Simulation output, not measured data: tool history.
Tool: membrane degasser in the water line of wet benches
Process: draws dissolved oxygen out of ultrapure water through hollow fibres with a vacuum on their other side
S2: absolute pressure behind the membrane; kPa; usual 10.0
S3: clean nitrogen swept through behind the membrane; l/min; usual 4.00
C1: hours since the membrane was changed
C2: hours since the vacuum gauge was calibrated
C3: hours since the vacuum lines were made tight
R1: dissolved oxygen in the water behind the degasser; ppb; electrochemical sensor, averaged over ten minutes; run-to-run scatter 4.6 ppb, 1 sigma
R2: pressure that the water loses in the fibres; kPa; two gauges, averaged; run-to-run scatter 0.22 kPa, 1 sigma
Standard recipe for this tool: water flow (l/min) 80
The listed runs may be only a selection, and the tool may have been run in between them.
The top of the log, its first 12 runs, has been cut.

{"run": 13, "day": 119.908, "water flow (l/min)": 85, "S2": 10.0, "S3": 3.28, "C1": 12477, "C2": 941, "C3": 7155, "R1": 597.9, "R2": 62.03}
{"run": 14, "day": 131.021, "water flow (l/min)": 50, "S2": 10.0, "S3": 4.0, "C1": 12744, "C2": 1207, "C3": 7421, "R1": 302.4, "R2": 36.52}
{"run": 15, "day": 144.921, "water flow (l/min)": 80, "S2": 10.0, "S3": 4.01, "C1": 13077, "C2": 1541, "C3": 7755, "R1": 513.4, "R2": 57.97}
{"run": 16, "day": 153.638, "water flow (l/min)": 80, "S2": 10.0, "S3": 4.0, "C1": 13286, "C2": 1750, "C3": 7964, "R1": 507.6, "R2": 58.29}
{"run": 17, "day": 165.338, "water flow (l/min)": 80, "S2": 10.0, "S3": 4.0, "C1": 13567, "C2": 2031, "C3": 8245, "R1": 513.7, "R2": 58.2}
{"run": 18, "day": 174.867, "water flow (l/min)": 57, "S2": 8.2, "S3": 4.38, "C1": 13796, "C2": 2260, "C3": 8474, "R1": 279.6, "R2": 41.58}
{"run": 19, "day": 189.279, "water flow (l/min)": 76, "S2": 23.8, "S3": 4.56, "C1": 14142, "C2": 2606, "C3": 8820, "R1": 897.3, "R2": 56.07}
{"run": 20, "day": 195.446, "water flow (l/min)": 77, "S2": 9.2, "S3": 4.47, "C1": 14290, "C2": 2754, "C3": 8968, "R1": 438.6, "R2": 57.06}
{"run": 21, "day": 204.217, "water flow (l/min)": 80, "S2": 9.6, "S3": 4.0, "C1": 14500, "C2": 2964, "C3": 9178, "R1": 492.8, "R2": 58.78}
{"run": 22, "day": 215.825, "water flow (l/min)": 80, "S2": 11.4, "S3": 3.84, "C1": 14779, "C2": 3243, "C3": 9457, "R1": 590.3, "R2": 58.71}
{"day": 219.904, "done": "vacuum gauge calibrated"}
{"run": 23, "day": 228.817, "water flow (l/min)": 108, "S2": 16.3, "S3": 7.15, "C1": 15090, "C2": 214, "C3": 9768, "R1": 745.2, "R2": 79.16}
{"run": 24, "day": 238.792, "water flow (l/min)": 51, "S2": 16.3, "S3": 1.79, "C1": 15330, "C2": 453, "C3": 10007, "R1": 837.6, "R2": 37.58}
{"run": 25, "day": 247.783, "water flow (l/min)": 51, "S2": 16.3, "S3": 4.5, "C1": 15545, "C2": 669, "C3": 10223, "R1": 446.5, "R2": 37.72}
{"day": 260.233, "done": "seals of the vacuum lines changed"}
{"run": 26, "day": 261.462, "water flow (l/min)": 57, "S2": 17.2, "S3": 5.79, "C1": 15872, "C2": 995, "C3": 30, "R1": 440.2, "R2": 42.21}
{"run": 27, "day": 270.679, "water flow (l/min)": 65, "S2": 17.2, "S3": 3.05, "C1": 16093, "C2": 1217, "C3": 251, "R1": 775.7, "R2": 48.43}
{"day": 274.712, "done": "membrane cartridge changed"}
{"run": 28, "day": 282.2, "water flow (l/min)": 69, "S2": 7.7, "S3": 11.35, "C1": 180, "C2": 1489, "C3": 523, "R1": 209.5, "R2": 47.86}
{"run": 29, "day": 289.496, "water flow (l/min)": 80, "S2": 6.6, "S3": 2.37, "C1": 355, "C2": 1664, "C3": 698, "R1": 406.8, "R2": 54.92}
{"run": 30, "day": 296.379, "water flow (l/min)": 76, "S2": 12.6, "S3": 2.37, "C1": 520, "C2": 1829, "C3": 864, "R1": 762.3, "R2": 52.26}
{"run": 31, "day": 306.3, "water flow (l/min)": 76, "S2": 12.6, "S3": 2.37, "C1": 758, "C2": 2068, "C3": 1102, "R1": 747.3, "R2": 52.42}
{"run": 32, "day": 316.788, "water flow (l/min)": 76, "S2": 12.6, "S3": 2.37, "C1": 1010, "C2": 2319, "C3": 1353, "R1": 744.8, "R2": 52.28}
{"run": 33, "day": 327.508, "water flow (l/min)": 76, "S2": 12.6, "S3": 2.37, "C1": 1267, "C2": 2577, "C3": 1611, "R1": 753.2, "R2": 52.38}

Alternative continuations, all from the tool just after run 33; predict every row:
{"run": "A", "day": 336.375, "water flow (l/min)": 54, "S2": 12.6, "S3": 2.37, "C1": 1480, "C2": 2789, "C3": 1823, "R1": "?", "R2": "?"}
{"run": "B", "day": 336.375, "water flow (l/min)": 80, "S2": 10.0, "S3": 4.79, "C1": 1480, "C2": 2789, "C3": 1823, "R1": "?", "R2": "?"}
{"run": "C", "day": 336.375, "water flow (l/min)": 68, "S2": 16.7, "S3": 1.62, "C1": 1480, "C2": 2789, "C3": 1823, "R1": "?", "R2": "?"}

run=A R1=536.6 R2=37.57
run=B R1=438.5 R2=55.99
run=C R1=1136.0 R2=47.25
With no hidden state in the tool, these same runs would have given:
run=A R1=526.1 R2=37.33
run=B R1=427.9 R2=55.64
run=C R1=1121.4 R2=46.95

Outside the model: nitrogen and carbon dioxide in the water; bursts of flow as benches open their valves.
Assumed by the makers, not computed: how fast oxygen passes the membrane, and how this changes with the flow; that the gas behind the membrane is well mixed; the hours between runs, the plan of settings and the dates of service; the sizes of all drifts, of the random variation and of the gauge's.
